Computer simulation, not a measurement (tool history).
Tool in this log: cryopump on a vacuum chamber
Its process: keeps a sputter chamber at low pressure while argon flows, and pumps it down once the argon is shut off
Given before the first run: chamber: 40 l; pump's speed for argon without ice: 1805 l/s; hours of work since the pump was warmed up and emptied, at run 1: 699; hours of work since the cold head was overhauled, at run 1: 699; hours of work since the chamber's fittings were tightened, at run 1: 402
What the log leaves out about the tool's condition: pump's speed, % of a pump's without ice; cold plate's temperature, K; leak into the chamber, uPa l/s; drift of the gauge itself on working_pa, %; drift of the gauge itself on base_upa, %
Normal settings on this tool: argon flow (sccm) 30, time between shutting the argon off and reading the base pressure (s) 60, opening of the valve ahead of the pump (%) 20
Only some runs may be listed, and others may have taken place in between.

run,hour,argon flow (sccm),time between shutting the argon off and reading the base pressure (s),opening of the valve ahead of the pump (%),hours of work since the pump was warmed up and emptied,hours of work since the cold head was overhauled,hours of work since the chamber's fittings were tightened,pressure while argon flows (Pa),pressure after the wait (uPa)
1,0,30,60,20,699,699,402,0.1464,1.11
2,52.8,30,60,20,723,723,426,0.1484,1.1
3,132.4,30,60,20,759,759,462,0.1486,1.19
4,198.3,30,60,20,789,789,492,0.1485,1.21
5,240.6,30,60,31,808,808,511,0.0986,1.22
6,317.8,30,60,31,842,842,546,0.1,1.26
7,391.7,30,60,31,876,876,579,0.099,1.34
8,470.3,30,60,31,911,911,615,0.1005,1.37
9,560.4,30,60,31,952,952,656,0.0999,1.39
10,606.2,30,60,20,973,973,676,0.1511,1.47
11,702.5,30,60,20,1016,1016,720,0.1529,1.46
# hour 772: pump warmed up, emptied and cooled again
12,784.5,30,60,20,6,1051,755,0.1422,1.29
13,846.8,16,174,24,34,1079,783,0.0624,0.93
14,929.7,41,145,22,71,1117,820,0.1751,1
15,971.2,41,145,22,90,1135,839,0.1758,0.99
16,1011.1,30,40,55,108,1153,857,0.0524,1.69
17,1053.1,30,40,55,127,1172,876,0.0533,1.68
18,1148.4,32,40,41,170,1216,919,0.075,1.72
19,1198.4,26,60,20,193,1238,942,0.1236,1.47

Predict each of these 4 candidate next runs independently; none follows another, all start after run 19:
A,1256.8,26,60,40,219,1264,968,?,?
B,1256.8,15,60,20,219,1264,968,?,?
C,1256.8,27,38,20,219,1264,968,?,?
D,1256.8,37,60,46,219,1264,968,?,?

run,pressure while argon flows (Pa),pressure after the wait (uPa)
A,0.0637,1.49
B,0.071,1.45
C,0.1284,1.82
D,0.0779,1.52
The same runs, with their run-to-run variation unchanged, on a tool lacking any hidden condition would have given:
run,pressure while argon flows (Pa),pressure after the wait (uPa)
A,0.0617,0.75
B,0.0698,0.71
C,0.1263,1.07
D,0.0751,0.76
